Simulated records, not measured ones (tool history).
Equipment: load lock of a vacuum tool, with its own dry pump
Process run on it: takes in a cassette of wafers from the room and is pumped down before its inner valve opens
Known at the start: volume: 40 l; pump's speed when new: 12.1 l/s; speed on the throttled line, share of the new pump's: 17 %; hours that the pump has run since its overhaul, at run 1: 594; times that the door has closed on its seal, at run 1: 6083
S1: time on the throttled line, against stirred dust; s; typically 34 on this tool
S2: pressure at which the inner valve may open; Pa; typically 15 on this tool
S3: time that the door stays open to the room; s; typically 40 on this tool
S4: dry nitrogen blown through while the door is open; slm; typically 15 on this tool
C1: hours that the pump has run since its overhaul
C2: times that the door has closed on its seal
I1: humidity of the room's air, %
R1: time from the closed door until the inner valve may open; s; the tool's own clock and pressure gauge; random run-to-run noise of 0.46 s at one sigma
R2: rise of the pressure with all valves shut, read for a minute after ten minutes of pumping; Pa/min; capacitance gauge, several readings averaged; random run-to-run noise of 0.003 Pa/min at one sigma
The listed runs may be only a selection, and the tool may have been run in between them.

{"run": 1, "hour": 0.0, "S1": 34, "S2": 15, "S3": 40, "S4": 15, "C1": 594, "C2": 6083, "I1": 44.4, "R1": 56.8, "R2": 0.034}
{"run": 2, "hour": 350.7, "S1": 34, "S2": 15, "S3": 89, "S4": 15, "C1": 945, "C2": 7053, "I1": 46.5, "R1": 57.8, "R2": 0.056}
{"run": 3, "hour": 584.0, "S1": 34, "S2": 15, "S3": 89, "S4": 15, "C1": 1178, "C2": 7698, "I1": 45.6, "R1": 57.4, "R2": 0.05}
{"run": 4, "hour": 957.8, "S1": 34, "S2": 15, "S3": 70, "S4": 15, "C1": 1552, "C2": 8732, "I1": 47.3, "R1": 57.1, "R2": 0.05}
{"run": 5, "hour": 1159.3, "S1": 34, "S2": 15, "S3": 40, "S4": 15, "C1": 1754, "C2": 9289, "I1": 47.3, "R1": 58.3, "R2": 0.042}
{"run": 6, "hour": 1562.0, "S1": 34, "S2": 15, "S3": 40, "S4": 15, "C1": 2156, "C2": 10403, "I1": 47.5, "R1": 58.4, "R2": 0.039}
{"run": 7, "hour": 1908.8, "S1": 34, "S2": 15, "S3": 40, "S4": 15, "C1": 2503, "C2": 11362, "I1": 45.2, "R1": 58.6, "R2": 0.046}
{"run": 8, "hour": 2260.8, "S1": 34, "S2": 15, "S3": 40, "S4": 9, "C1": 2855, "C2": 12336, "I1": 45.6, "R1": 57.5, "R2": 0.051}
{"run": 9, "hour": 2461.4, "S1": 34, "S2": 15, "S3": 40, "S4": 9, "C1": 3056, "C2": 12891, "I1": 49.8, "R1": 57.5, "R2": 0.055}
{"run": 10, "hour": 2652.5, "S1": 34, "S2": 15, "S3": 40, "S4": 15, "C1": 3247, "C2": 13419, "I1": 44.4, "R1": 58.2, "R2": 0.047}
{"run": 11, "hour": 2878.1, "S1": 34, "S2": 15, "S3": 40, "S4": 15, "C1": 3472, "C2": 14043, "I1": 49.2, "R1": 58.6, "R2": 0.052}
{"run": 12, "hour": 3080.8, "S1": 34, "S2": 15, "S3": 40, "S4": 15, "C1": 3675, "C2": 14604, "I1": 43.5, "R1": 59.0, "R2": 0.046}
{"run": 13, "hour": 3251.6, "S1": 34, "S2": 15, "S3": 40, "S4": 15, "C1": 3846, "C2": 15076, "I1": 41.6, "R1": 59.2, "R2": 0.049}
{"run": 14, "hour": 3427.9, "S1": 34, "S2": 15, "S3": 40, "S4": 15, "C1": 4022, "C2": 15564, "I1": 46.0, "R1": 59.5, "R2": 0.044}
{"run": 15, "hour": 3839.1, "S1": 34, "S2": 15, "S3": 40, "S4": 15, "C1": 4433, "C2": 16701, "I1": 46.2, "R1": 59.6, "R2": 0.056}
{"run": 16, "hour": 4032.5, "S1": 46, "S2": 15, "S3": 40, "S4": 15, "C1": 4627, "C2": 17236, "I1": 42.3, "R1": 69.7, "R2": 0.061}
{"run": 17, "hour": 4395.3, "S1": 34, "S2": 23, "S3": 40, "S4": 15, "C1": 4990, "C2": 18240, "I1": 46.3, "R1": 59.1, "R2": 0.062}
{"run": 18, "hour": 4681.1, "S1": 34, "S2": 15, "S3": 40, "S4": 18, "C1": 5275, "C2": 19030, "I1": 45.1, "R1": 60.6, "R2": 0.057}
{"run": 19, "hour": 5011.1, "S1": 34, "S2": 15, "S3": 40, "S4": 15, "C1": 5605, "C2": 19943, "I1": 44.9, "R1": 61.3, "R2": 0.063}
{"run": 20, "hour": 5374.4, "S1": 34, "S2": 15, "S3": 32, "S4": 8, "C1": 5969, "C2": 20948, "I1": 40.2, "R1": 60.6, "R2": 0.065}
{"run": 21, "hour": 5650.9, "S1": 34, "S2": 11, "S3": 40, "S4": 15, "C1": 6245, "C2": 21712, "I1": 46.2, "R1": 62.3, "R2": 0.062}
{"run": 22, "hour": 5968.5, "S1": 34, "S2": 12, "S3": 40, "S4": 15, "C1": 6563, "C2": 22591, "I1": 43.2, "R1": 61.7, "R2": 0.067}
{"run": 23, "hour": 6234.8, "S1": 66, "S2": 15, "S3": 64, "S4": 14, "C1": 6829, "C2": 23327, "I1": 47.5, "R1": 86.5, "R2": 0.079}
{"run": 24, "hour": 6607.0, "S1": 34, "S2": 18, "S3": 39, "S4": 15, "C1": 7201, "C2": 24357, "I1": 43.9, "R1": 61.7, "R2": 0.071}
{"run": 25, "hour": 6789.9, "S1": 34, "S2": 18, "S3": 39, "S4": 15, "C1": 7384, "C2": 24863, "I1": 44.6, "R1": 61.2, "R2": 0.07}
{"run": 26, "hour": 7089.4, "S1": 23, "S2": 29, "S3": 149, "S4": 15, "C1": 7684, "C2": 25691, "I1": 48.6, "R1": 51.6, "R2": 0.112}
{"run": 27, "hour": 7339.3, "S1": 23, "S2": 29, "S3": 149, "S4": 15, "C1": 7934, "C2": 26382, "I1": 48.4, "R1": 51.2, "R2": 0.109}
{"run": 28, "hour": 7624.2, "S1": 23, "S2": 29, "S3": 149, "S4": 15, "C1": 8218, "C2": 27170, "I1": 41.3, "R1": 52.1, "R2": 0.113}
{"run": 29, "hour": 7877.1, "S1": 23, "S2": 10, "S3": 38, "S4": 15, "C1": 8471, "C2": 27870, "I1": 42.1, "R1": 55.6, "R2": 0.077}
{"run": 30, "hour": 8157.6, "S1": 18, "S2": 14, "S3": 101, "S4": 38, "C1": 8752, "C2": 28646, "I1": 43.7, "R1": 51.8, "R2": 0.09}
{"run": 31, "hour": 8395.8, "S1": 18, "S2": 14, "S3": 101, "S4": 38, "C1": 8990, "C2": 29304, "I1": 47.8, "R1": 51.9, "R2": 0.091}
{"run": 32, "hour": 8769.3, "S1": 27, "S2": 15, "S3": 32, "S4": 15, "C1": 9364, "C2": 30337, "I1": 43.7, "R1": 58.3, "R2": 0.091}
{"run": 33, "hour": 9079.3, "S1": 27, "S2": 15, "S3": 32, "S4": 15, "C1": 9674, "C2": 31195, "I1": 46.4, "R1": 58.4, "R2": 0.094}
{"run": 34, "hour": 9431.3, "S1": 48, "S2": 15, "S3": 63, "S4": 22, "C1": 10026, "C2": 32169, "I1": 44.2, "R1": 74.9, "R2": 0.099}
{"hour": 9560.7, "done": "dry pump taken out, an overhauled one fitted"}
{"run": 35, "hour": 9839.1, "S1": 48, "S2": 15, "S3": 63, "S4": 22, "C1": 278, "C2": 33280, "I1": 46.0, "R1": 68.1, "R2": 0.1}
{"run": 36, "hour": 10196.9, "S1": 24, "S2": 13, "S3": 40, "S4": 15, "C1": 636, "C2": 34269, "I1": 44.3, "R1": 49.7, "R2": 0.101}
{"run": 37, "hour": 10508.5, "S1": 33, "S2": 13, "S3": 28, "S4": 30, "C1": 948, "C2": 35131, "I1": 47.0, "R1": 57.3, "R2": 0.093}
{"run": 38, "hour": 10865.8, "S1": 30, "S2": 11, "S3": 45, "S4": 30, "C1": 1305, "C2": 36120, "I1": 48.0, "R1": 55.0, "R2": 0.107}

Here are 3 independent what-if runs from the current tool condition. What would each one return?
{"run": "A", "hour": 11089.9, "S1": 46, "S2": 15, "S3": 41, "S4": 32, "C1": 1529, "C2": 36739, "I1": 48.8, "R1": "?", "R2": "?"}
{"run": "B", "hour": 11089.9, "S1": 30, "S2": 11, "S3": 45, "S4": 29, "C1": 1529, "C2": 36739, "I1": 45.6, "R1": "?", "R2": "?"}
{"run": "C", "hour": 11089.9, "S1": 35, "S2": 11, "S3": 45, "S4": 4, "C1": 1529, "C2": 36739, "I1": 45.0, "R1": "?", "R2": "?"}

run=A R1=67.3 R2=0.111
run=B R1=55.0 R2=0.110
run=C R1=60.3 R2=0.122
With the hidden condition removed and each run's random variation left untouched, the same runs would have given:
run=A R1=66.7 R2=0.030
run=B R1=54.3 R2=0.029
run=C R1=59.6 R2=0.040

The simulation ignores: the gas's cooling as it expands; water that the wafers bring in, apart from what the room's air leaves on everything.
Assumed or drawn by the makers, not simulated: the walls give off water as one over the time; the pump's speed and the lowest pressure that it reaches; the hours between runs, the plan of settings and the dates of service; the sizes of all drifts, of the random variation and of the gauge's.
